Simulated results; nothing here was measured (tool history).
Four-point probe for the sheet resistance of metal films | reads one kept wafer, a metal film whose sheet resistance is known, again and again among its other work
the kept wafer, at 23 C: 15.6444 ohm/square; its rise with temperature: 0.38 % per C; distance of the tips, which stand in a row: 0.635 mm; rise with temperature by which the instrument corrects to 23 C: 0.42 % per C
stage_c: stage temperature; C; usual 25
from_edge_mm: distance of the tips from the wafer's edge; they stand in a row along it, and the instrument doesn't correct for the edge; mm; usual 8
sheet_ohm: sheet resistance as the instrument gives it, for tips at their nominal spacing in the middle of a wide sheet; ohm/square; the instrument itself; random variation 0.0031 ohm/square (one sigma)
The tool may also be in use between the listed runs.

Run 1, day 0.000: usual settings. Result: sheet_ohm 15.794164 ohm/square.
Run 2, day 1.204: usual settings but from_edge_mm 51 mm. Result: sheet_ohm 15.746380 ohm/square.
Run 3, day 2.442: usual settings but stage_c 29 C, from_edge_mm 51 mm. Result: sheet_ohm 15.726875 ohm/square.
Run 4, day 3.075: usual settings but from_edge_mm 9 mm. Result: sheet_ohm 15.788564 ohm/square.
Run 5, day 4.483: usual settings but stage_c 30 C, from_edge_mm 9 mm. Result: sheet_ohm 15.766603 ohm/square.
Run 6, day 5.800: usual settings but stage_c 21 C, from_edge_mm 9 mm. Result: sheet_ohm 15.814156 ohm/square.
Run 7, day 6.504: usual settings but stage_c 21 C, from_edge_mm 38 mm. Result: sheet_ohm 15.774765 ohm/square.
Run 8, day 7.646: usual settings but stage_c 21 C, from_edge_mm 38 mm. Result: sheet_ohm 15.771847 ohm/square.
Run 9, day 9.004: usual settings but stage_c 26 C, from_edge_mm 32 mm. Result: sheet_ohm 15.752222 ohm/square.
Run 10, day 10.179: usual settings but stage_c 26 C, from_edge_mm 45 mm. Result: sheet_ohm 15.753343 ohm/square.
Run 11, day 10.954: usual settings but stage_c 26 C, from_edge_mm 36 mm. Result: sheet_ohm 15.758810 ohm/square.
At day 11.050: stage's thermometer calibrated.
Run 12, day 11.667: usual settings but stage_c 22 C, from_edge_mm 53 mm. Result: sheet_ohm 15.783055 ohm/square.
Run 13, day 12.608: usual settings but stage_c 34 C. Result: sheet_ohm 15.771502 ohm/square.
Run 14, day 13.667: usual settings but stage_c 34 C. Result: sheet_ohm 15.770737 ohm/square.
Run 15, day 14.946: usual settings but stage_c 28 C, from_edge_mm 6 mm. Result: sheet_ohm 15.847590 ohm/square.

The same runs without the tool's hidden state, with the same run-to-run variation:
The hidden state here: inner tips' distance over the nominal, %; tips' flats over new ones', %; wafer's true temperature over the reading, C; drift of the gauge itself on sheet_ohm, %.
run  sheet_ohm
  1  15.685638
  2  15.636357
  3  15.615166
  4  15.675385
  5  15.651536
  6  15.696495
  7  15.656291
  8  15.651593
  9  15.630292
 10  15.629596
 11  15.633851
 12  15.653352
 13  15.641109
 14  15.638835
 15  15.712664

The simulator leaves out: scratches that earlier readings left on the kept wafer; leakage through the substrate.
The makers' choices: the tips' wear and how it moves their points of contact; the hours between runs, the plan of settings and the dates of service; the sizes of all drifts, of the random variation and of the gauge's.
